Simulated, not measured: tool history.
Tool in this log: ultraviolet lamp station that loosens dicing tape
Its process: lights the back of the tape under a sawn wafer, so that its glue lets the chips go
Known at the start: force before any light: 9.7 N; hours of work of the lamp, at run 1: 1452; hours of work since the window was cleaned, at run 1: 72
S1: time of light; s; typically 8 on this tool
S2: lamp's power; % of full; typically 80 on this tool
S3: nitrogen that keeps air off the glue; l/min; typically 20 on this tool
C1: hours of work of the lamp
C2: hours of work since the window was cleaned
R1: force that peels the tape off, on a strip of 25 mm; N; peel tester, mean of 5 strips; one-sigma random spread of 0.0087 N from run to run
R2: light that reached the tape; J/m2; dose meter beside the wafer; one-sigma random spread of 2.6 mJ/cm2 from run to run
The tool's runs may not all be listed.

run,hour,S1,S2,S3,C1,C2,R1,R2
1,0.0,8,80,20,1452,72,0.832,2190
2,35.0,8,80,20,1479,99,0.848,2170
# hour 103.2: lamp changed
3,120.6,8,80,20,13,163,0.442,2950
4,202.0,8,80,20,75,224,0.473,2840
5,246.3,8,80,20,108,258,0.505,2810
6,283.8,8,80,20,137,286,0.524,2720
7,348.8,8,80,20,186,335,0.598,2650
# hour 386.9: window cleaned of glue's vapour
8,417.9,8,80,20,238,23,0.754,2300
9,454.3,7,80,20,265,51,1.018,1960
10,533.8,7,80,20,325,111,1.151,1860
11,585.3,7,80,20,364,150,1.228,1780
12,667.7,7,80,20,426,212,1.398,1730
13,726.9,7,80,20,471,257,1.430,1680
# hour 775.0: window cleaned of glue's vapour, once more
14,788.6,8,80,20,517,10,0.473,2950
15,860.8,8,80,20,572,65,0.486,2830
16,942.8,15,80,20,634,127,0.185,5040
17,992.8,15,80,20,672,165,0.190,4960
18,1069.8,15,80,20,730,223,0.195,4770
19,1136.1,15,80,20,780,273,0.204,4580
20,1209.3,15,80,20,835,328,0.219,4370
# hour 1254.8: window cleaned of glue's vapour
21,1281.8,15,80,20,890,20,0.206,5040
22,1328.5,5,80,20,925,56,1.536,1670
23,1381.3,9,92,7,965,96,0.913,3280
24,1437.9,9,92,7,1008,138,0.977,3190
25,1479.3,15,88,15,1039,170,0.212,4960
26,1528.2,16,80,8,1076,207,0.399,4680
27,1599.8,7,72,25,1130,261,1.094,1780
28,1636.3,10,83,25,1158,288,0.375,2880
29,1694.4,14,71,24,1202,332,0.297,3350
30,1729.0,14,80,11,1228,359,0.498,3660
# hour 1734.7: window cleaned of glue's vapour
31,1771.2,14,80,11,1259,28,0.322,4260
32,1846.3,14,80,11,1316,84,0.367,4100
33,1903.7,13,86,21,1359,128,0.237,4010
34,1957.0,8,80,29,1400,168,0.630,2220
35,2023.9,8,80,29,1450,219,0.665,2120
36,2107.1,5,64,24,1513,282,2.819,1050
# hour 2132.2: lamp changed
37,2161.7,5,64,24,22,322,1.852,1340
# hour 2214.8: window cleaned of glue's vapour
38,2238.6,5,64,24,80,18,1.422,1510
39,2315.6,11,92,7,138,76,0.402,4730

Hidden state or all else? Some run-to-run changes of R1, split into what the settings, what came in and random variation would give without the hidden state, and what is left for the hidden state (with any gauge scatter that isn't in both results):
The hidden state here: lamp's light, % of a new lamp's; light that the window lets through, % of a clean one's; drift of the gauge itself on peel_n, %; drift of the gauge itself on dose_mj_cm2, %.
Run 13 -> 14: S1 7 -> 8, window cleaned of glue's vapour, once more. R1 -0.957 N: hidden state -0.872, all else -0.085.
Run 21 -> 22: S1 15 -> 5. R1 +1.330 N: hidden state +0.509, all else +0.821.
Run 35 -> 36: S1 8 -> 5, S2 80 -> 64, S3 29 -> 24. R1 +2.154 N: hidden state +1.060, all else +1.094.
Run 36 -> 37: lamp changed. R1 -0.967 N: hidden state -0.939, all else -0.028.
Run 38 -> 39: S1 5 -> 11, S2 64 -> 92, S3 24 -> 7. R1 -1.020 N: hidden state -0.042, all else -0.978.
